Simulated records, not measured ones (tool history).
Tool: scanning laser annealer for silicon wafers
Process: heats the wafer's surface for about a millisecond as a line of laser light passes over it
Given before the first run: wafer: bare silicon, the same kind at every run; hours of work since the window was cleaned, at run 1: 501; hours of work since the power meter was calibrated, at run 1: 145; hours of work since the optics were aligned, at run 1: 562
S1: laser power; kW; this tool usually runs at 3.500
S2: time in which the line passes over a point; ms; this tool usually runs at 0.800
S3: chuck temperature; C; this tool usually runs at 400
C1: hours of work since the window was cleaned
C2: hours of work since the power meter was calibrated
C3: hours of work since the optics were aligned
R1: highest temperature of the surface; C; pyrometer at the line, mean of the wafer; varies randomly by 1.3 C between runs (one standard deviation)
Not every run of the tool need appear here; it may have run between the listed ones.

run 1 hour=0.0 | S1=3.500 S2=0.800 S3=400 | C1=501 C2=145 C3=562 | R1=1196
run 2 hour=15.2 | S1=3.500 S2=0.808 S3=400 | C1=512 C2=156 C3=573 | R1=1201
run 3 hour=23.1 | S1=3.500 S2=0.800 S3=400 | C1=518 C2=162 C3=579 | R1=1197
run 4 hour=35.6 | S1=3.500 S2=0.561 S3=400 | C1=527 C2=171 C3=588 | R1=1070
run 5 hour=52.7 | S1=3.500 S2=0.561 S3=400 | C1=539 C2=184 C3=601 | R1=1069
run 6 hour=71.6 | S1=3.500 S2=0.800 S3=400 | C1=553 C2=198 C3=615 | R1=1195
run 7 hour=79.7 | S1=3.614 S2=0.800 S3=400 | C1=559 C2=203 C3=621 | R1=1218
run 8 hour=90.2 | S1=3.500 S2=0.800 S3=410 | C1=567 C2=211 C3=628 | R1=1206
run 9 hour=103.8 | S1=3.500 S2=0.800 S3=410 | C1=577 C2=221 C3=638 | R1=1204
run 10 hour=112.8 | S1=3.500 S2=0.800 S3=394 | C1=583 C2=228 C3=645 | R1=1188
run 11 hour=120.8 | S1=3.039 S2=0.800 S3=394 | C1=589 C2=234 C3=651 | R1=1093
run 12 hour=133.5 | S1=3.305 S2=0.800 S3=400 | C1=599 C2=243 C3=660 | R1=1154
run 13 hour=145.2 | S1=3.305 S2=0.800 S3=400 | C1=607 C2=252 C3=669 | R1=1150
run 14 hour=155.0 | S1=3.500 S2=0.800 S3=395 | C1=614 C2=259 C3=676 | R1=1188
run 15 hour=166.9 | S1=3.500 S2=0.800 S3=395 | C1=623 C2=268 C3=685 | R1=1189
run 16 hour=184.5 | S1=3.500 S2=0.800 S3=400 | C1=636 C2=280 C3=698 | R1=1192
run 17 hour=195.7 | S1=3.500 S2=0.800 S3=400 | C1=644 C2=289 C3=706 | R1=1193
run 18 hour=212.3 | S1=3.500 S2=0.800 S3=400 | C1=656 C2=301 C3=718 | R1=1192
-- hour=229.3 window over the wafer cleaned
run 19 hour=232.9 | S1=3.500 S2=0.800 S3=371 | C1=3 C2=314 C3=732 | R1=1186
run 20 hour=251.3 | S1=3.500 S2=0.800 S3=389 | C1=16 C2=328 C3=745 | R1=1204
run 21 hour=260.1 | S1=3.279 S2=0.800 S3=389 | C1=23 C2=334 C3=752 | R1=1157
run 22 hour=272.2 | S1=3.279 S2=0.800 S3=389 | C1=31 C2=343 C3=761 | R1=1159
run 23 hour=286.8 | S1=3.279 S2=0.800 S3=389 | C1=42 C2=354 C3=771 | R1=1160
run 24 hour=299.4 | S1=3.500 S2=0.800 S3=373 | C1=51 C2=363 C3=781 | R1=1190
run 25 hour=311.3 | S1=3.705 S2=0.957 S3=373 | C1=60 C2=372 C3=789 | R1=1310
-- hour=317.6 optics aligned, line set to its width
run 26 hour=325.2 | S1=3.297 S2=0.800 S3=400 | C1=67 C2=379 C3=6 | R1=1170
run 27 hour=340.1 | S1=3.297 S2=0.800 S3=400 | C1=78 C2=390 C3=17 | R1=1171
run 28 hour=350.8 | S1=3.297 S2=0.800 S3=400 | C1=86 C2=397 C3=24 | R1=1169
run 29 hour=362.2 | S1=3.500 S2=0.600 S3=420 | C1=94 C2=406 C3=33 | R1=1125
-- hour=368.5 optics aligned, line set to its width, once more
run 30 hour=382.2 | S1=3.500 S2=0.600 S3=420 | C1=105 C2=417 C3=10 | R1=1133
run 31 hour=400.6 | S1=3.282 S2=0.677 S3=400 | C1=118 C2=430 C3=24 | R1=1113
run 32 hour=409.8 | S1=3.307 S2=0.921 S3=400 | C1=125 C2=437 C3=30 | R1=1232
run 33 hour=419.2 | S1=3.307 S2=0.715 S3=400 | C1=132 C2=444 C3=37 | R1=1134
run 34 hour=437.3 | S1=3.800 S2=0.764 S3=400 | C1=145 C2=457 C3=51 | R1=1265
run 35 hour=448.9 | S1=3.800 S2=0.764 S3=400 | C1=154 C2=466 C3=59 | R1=1260
run 36 hour=459.3 | S1=3.800 S2=0.764 S3=400 | C1=162 C2=473 C3=67 | R1=1261
run 37 hour=472.6 | S1=3.800 S2=0.755 S3=400 | C1=171 C2=483 C3=76 | R1=1259
run 38 hour=486.5 | S1=3.568 S2=0.612 S3=399 | C1=182 C2=493 C3=87 | R1=1129
run 39 hour=496.6 | S1=3.500 S2=0.723 S3=400 | C1=189 C2=501 C3=94 | R1=1180
run 40 hour=513.8 | S1=3.500 S2=0.723 S3=400 | C1=202 C2=513 C3=107 | R1=1178
run 41 hour=527.7 | S1=3.467 S2=0.841 S3=408 | C1=212 C2=524 C3=117 | R1=1237
run 42 hour=538.8 | S1=3.467 S2=0.841 S3=408 | C1=220 C2=532 C3=125 | R1=1237

For each run, the measured value with the value that run would have given without the tool's hidden condition subtracted. The run-to-run variation is shared by both, the gauge scatter possibly not:
The hidden state here: light that passes the window, % of a clean one's; laser's true power over the reading, %; width of the line over the set one, %; drift of the gauge itself on peak_c, C.
run=1 R1=-23
run=2 R1=-24
run=3 R1=-24
run=4 R1=-20
run=5 R1=-21
run=6 R1=-26
run=7 R1=-26
run=8 R1=-26
run=9 R1=-26
run=10 R1=-26
run=11 R1=-24
run=12 R1=-25
run=13 R1=-26
run=14 R1=-28
run=15 R1=-28
run=16 R1=-29
run=17 R1=-29
run=18 R1=-29
run=19 R1=-4
run=20 R1=-4
run=21 R1=-4
run=22 R1=-4
run=23 R1=-4
run=24 R1=-5
run=25 R1=-6
run=26 R1=-8
run=27 R1=-8
run=28 R1=-8
run=29 R1=-8
run=30 R1=-1
run=31 R1=-1
run=32 R1=-2
run=33 R1=-2
run=34 R1=-2
run=35 R1=-3
run=36 R1=-3
run=37 R1=-3
run=38 R1=-3
run=39 R1=-4
run=40 R1=-5
run=41 R1=-5
run=42 R1=-5
